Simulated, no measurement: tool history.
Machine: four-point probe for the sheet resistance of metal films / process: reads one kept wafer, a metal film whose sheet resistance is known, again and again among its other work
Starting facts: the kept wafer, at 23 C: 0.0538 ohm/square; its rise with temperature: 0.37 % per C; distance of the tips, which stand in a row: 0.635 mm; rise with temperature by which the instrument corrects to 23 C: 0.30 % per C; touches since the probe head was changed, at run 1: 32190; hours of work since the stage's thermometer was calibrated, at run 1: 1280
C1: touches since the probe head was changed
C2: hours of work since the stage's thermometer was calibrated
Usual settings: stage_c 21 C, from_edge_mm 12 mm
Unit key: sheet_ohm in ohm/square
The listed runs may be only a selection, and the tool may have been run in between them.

{"run": 1, "hour": 0.0, "stage_c": 21, "from_edge_mm": 12, "C1": 32190, "C2": 1280, "sheet_ohm": 0.053699}
{"run": 2, "hour": 51.9, "stage_c": 21, "from_edge_mm": 12, "C1": 33333, "C2": 1317, "sheet_ohm": 0.053731}
{"run": 3, "hour": 104.2, "stage_c": 21, "from_edge_mm": 12, "C1": 34483, "C2": 1355, "sheet_ohm": 0.05372}
{"run": 4, "hour": 141.6, "stage_c": 21, "from_edge_mm": 12, "C1": 35305, "C2": 1382, "sheet_ohm": 0.053724}
{"run": 5, "hour": 203.2, "stage_c": 30, "from_edge_mm": 12, "C1": 36661, "C2": 1426, "sheet_ohm": 0.054038}
{"run": 6, "hour": 250.0, "stage_c": 30, "from_edge_mm": 12, "C1": 37690, "C2": 1459, "sheet_ohm": 0.054053}
{"run": 7, "hour": 293.7, "stage_c": 30, "from_edge_mm": 12, "C1": 38651, "C2": 1491, "sheet_ohm": 0.05406}
{"run": 8, "hour": 364.4, "stage_c": 30, "from_edge_mm": 14, "C1": 40207, "C2": 1541, "sheet_ohm": 0.054017}
{"run": 9, "hour": 409.9, "stage_c": 30, "from_edge_mm": 14, "C1": 41207, "C2": 1574, "sheet_ohm": 0.054004}
{"run": 10, "hour": 461.8, "stage_c": 21, "from_edge_mm": 6, "C1": 42350, "C2": 1611, "sheet_ohm": 0.053958}
{"run": 11, "hour": 510.0, "stage_c": 21, "from_edge_mm": 12, "C1": 43411, "C2": 1646, "sheet_ohm": 0.053704}
{"run": 12, "hour": 568.5, "stage_c": 21, "from_edge_mm": 12, "C1": 44696, "C2": 1688, "sheet_ohm": 0.053731}
{"run": 13, "hour": 607.4, "stage_c": 21, "from_edge_mm": 12, "C1": 45553, "C2": 1716, "sheet_ohm": 0.053715}
{"run": 14, "hour": 661.2, "stage_c": 21, "from_edge_mm": 12, "C1": 46736, "C2": 1754, "sheet_ohm": 0.053704}
{"run": 15, "hour": 723.8, "stage_c": 21, "from_edge_mm": 12, "C1": 48113, "C2": 1799, "sheet_ohm": 0.053721}
{"run": 16, "hour": 769.8, "stage_c": 21, "from_edge_mm": 12, "C1": 49125, "C2": 1832, "sheet_ohm": 0.053703}
{"run": 17, "hour": 811.8, "stage_c": 21, "from_edge_mm": 12, "C1": 50048, "C2": 1862, "sheet_ohm": 0.053706}
{"run": 18, "hour": 862.8, "stage_c": 21, "from_edge_mm": 66, "C1": 51171, "C2": 1899, "sheet_ohm": 0.053639}
{"run": 19, "hour": 920.6, "stage_c": 25, "from_edge_mm": 12, "C1": 52441, "C2": 1940, "sheet_ohm": 0.053845}
{"run": 20, "hour": 955.3, "stage_c": 18, "from_edge_mm": 8, "C1": 53205, "C2": 1965, "sheet_ohm": 0.053691}
{"run": 21, "hour": 1013.2, "stage_c": 28, "from_edge_mm": 31, "C1": 54479, "C2": 2007, "sheet_ohm": 0.05388}
{"run": 22, "hour": 1075.1, "stage_c": 28, "from_edge_mm": 31, "C1": 55840, "C2": 2051, "sheet_ohm": 0.053898}
{"run": 23, "hour": 1113.4, "stage_c": 32, "from_edge_mm": 66, "C1": 56684, "C2": 2079, "sheet_ohm": 0.05401}
{"run": 24, "hour": 1164.7, "stage_c": 19, "from_edge_mm": 7, "C1": 57812, "C2": 2115, "sheet_ohm": 0.053763}
{"run": 25, "hour": 1200.7, "stage_c": 19, "from_edge_mm": 10, "C1": 58604, "C2": 2141, "sheet_ohm": 0.053665}
{"run": 26, "hour": 1265.5, "stage_c": 25, "from_edge_mm": 6, "C1": 60029, "C2": 2188, "sheet_ohm": 0.054087}
{"run": 27, "hour": 1319.2, "stage_c": 18, "from_edge_mm": 65, "C1": 61212, "C2": 2226, "sheet_ohm": 0.053512}
{"run": 28, "hour": 1386.0, "stage_c": 18, "from_edge_mm": 65, "C1": 62680, "C2": 2274, "sheet_ohm": 0.053519}
{"run": 29, "hour": 1423.0, "stage_c": 18, "from_edge_mm": 12, "C1": 63494, "C2": 2301, "sheet_ohm": 0.05359}
{"run": 30, "hour": 1471.1, "stage_c": 18, "from_edge_mm": 12, "C1": 64553, "C2": 2335, "sheet_ohm": 0.053553}
{"run": 31, "hour": 1508.8, "stage_c": 34, "from_edge_mm": 32, "C1": 65383, "C2": 2362, "sheet_ohm": 0.054091}
{"run": 32, "hour": 1584.3, "stage_c": 29, "from_edge_mm": 4, "C1": 67043, "C2": 2416, "sheet_ohm": 0.054628}
{"run": 33, "hour": 1659.0, "stage_c": 29, "from_edge_mm": 7, "C1": 68686, "C2": 2470, "sheet_ohm": 0.054164}

For some of the steps in sheet_ohm from one run to the next: how much would appear even if the tool had no hidden state, given the settings, what came in and random variation, and how much remains for the hidden state plus any gauge scatter that the measured result and the result without hidden state don't share?
Hidden state at play: inner tips' distance over the nominal, %; tips' flats over new ones', %; wafer's true temperature over the reading, C; drift of the gauge itself on sheet_ohm, %.
Run 4 -> 5: stage_c 21 -> 30. sheet_ohm +0.000314 ohm/square: hidden state -0.000003, all else +0.000317.
Run 18 -> 19: stage_c 21 -> 25, from_edge_mm 66 -> 12. sheet_ohm +0.000206 ohm/square: hidden state -0.000003, all else +0.000209.
Run 26 -> 27: stage_c 25 -> 18, from_edge_mm 6 -> 65. sheet_ohm -0.000575 ohm/square: hidden state +0.000001, all else -0.000576.
Run 30 -> 31: stage_c 18 -> 34, from_edge_mm 12 -> 32. sheet_ohm +0.000538 ohm/square: hidden state -0.000004, all else +0.000542.
Run 31 -> 32: stage_c 34 -> 29, from_edge_mm 32 -> 4. sheet_ohm +0.000537 ohm/square: hidden state -0.000002, all else +0.000539.
